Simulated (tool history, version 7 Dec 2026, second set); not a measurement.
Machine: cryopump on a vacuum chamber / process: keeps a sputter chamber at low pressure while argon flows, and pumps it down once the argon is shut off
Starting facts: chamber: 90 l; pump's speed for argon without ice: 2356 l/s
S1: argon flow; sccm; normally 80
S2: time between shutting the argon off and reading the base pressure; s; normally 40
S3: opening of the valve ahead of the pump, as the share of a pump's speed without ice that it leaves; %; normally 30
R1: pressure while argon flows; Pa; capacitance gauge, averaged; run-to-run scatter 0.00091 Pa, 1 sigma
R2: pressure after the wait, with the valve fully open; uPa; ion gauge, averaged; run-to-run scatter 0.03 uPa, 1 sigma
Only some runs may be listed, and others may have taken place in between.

run     day   S1   S2  S3      R1    R2
  1       0   80   40  30  0.2059  1.56
  2       2   80   40  50  0.1289  1.54
  3   3.821   87   40  50  0.1398  1.59
  4   6.554   80   40  30  0.2067   1.5
  5   9.504   80   40  30  0.2063  1.61
  6  12.546   80   40  30  0.2063  1.57
  7  14.112   80   40  30  0.2077  1.56
  8  15.792   80   40  30  0.2074  1.56
     17.367  -- pump warmed up, emptied and cooled again
  9  17.492   80   40  30  0.1908   1.5
 10  20.754   80   40  30  0.1931  1.52
 11  22.917   80   40  30  0.1925  1.48
 12  25.954   80   40  30  0.1942  1.52
 13  28.183   80   40  30  0.1929  1.51
 14  30.517   64   40  30  0.1567  1.54
 15  33.317   80   40  30  0.1956  1.53
 16  36.608   80   40  30  0.1967  1.55
 17  38.125   80   40  17  0.3427  1.58
 18  40.279  122  218  28   0.318  0.47
 19  42.525   37   37  24  0.1142  1.67
 20  44.946  101   39  49  0.1564  1.57
 21  47.983   52   40  30  0.1287   1.6
 22  49.854   52   40  30  0.1308  1.52
 23  52.546   42   29  17  0.1811  2.06
 24    55.7   80   25  16   0.368  2.39
 25  57.933   55  166  23  0.1775  0.58
 26  59.525   75   40  39   0.148  1.56
 27  61.054  118  156  17   0.513   0.6
 28  63.138  101  177  30  0.2533  0.58
 29  65.817  101  177  30  0.2547  0.57
 30  67.871   64  177  22  0.2172  0.56
 31  71.296   80   49  59  0.1091  1.34
 32  73.542   80   49  59  0.1112  1.32
 33  75.217   33   27  29  0.0869  2.24
 34  77.475   49  115  29  0.1304  0.73

Hidden state or all else? Some run-to-run changes of R1, split into what the settings, what came in and random variation would give without the hidden state, and what is left for the hidden state (with any gauge scatter that isn't in both results):
Hidden state at play: pump's speed, % of a pump's without ice; cold plate's temperature, K; leak into the chamber, uPa l/s; drift of the gauge itself on working_pa, %; drift of the gauge itself on base_upa, %.
Run 8 -> 9: pump warmed up, emptied and cooled again. R1 -0.0166 Pa: hidden state -0.0164, all else -0.0002.
Run 18 -> 19: S1 122 -> 37, S2 218 -> 37, S3 28 -> 24. R1 -0.2038 Pa: hidden state -0.0057, all else -0.1981.
Run 26 -> 27: S1 75 -> 118, S2 40 -> 156, S3 39 -> 17. R1 +0.365 Pa: hidden state +0.0058, all else +0.3592.
Run 27 -> 28: S1 118 -> 101, S2 156 -> 177, S3 17 -> 30. R1 -0.2597 Pa: hidden state -0.0016, all else -0.2581.
Run 32 -> 33: S1 80 -> 33, S2 49 -> 27, S3 59 -> 29. R1 -0.0243 Pa: hidden state -0.0076, all else -0.0167.
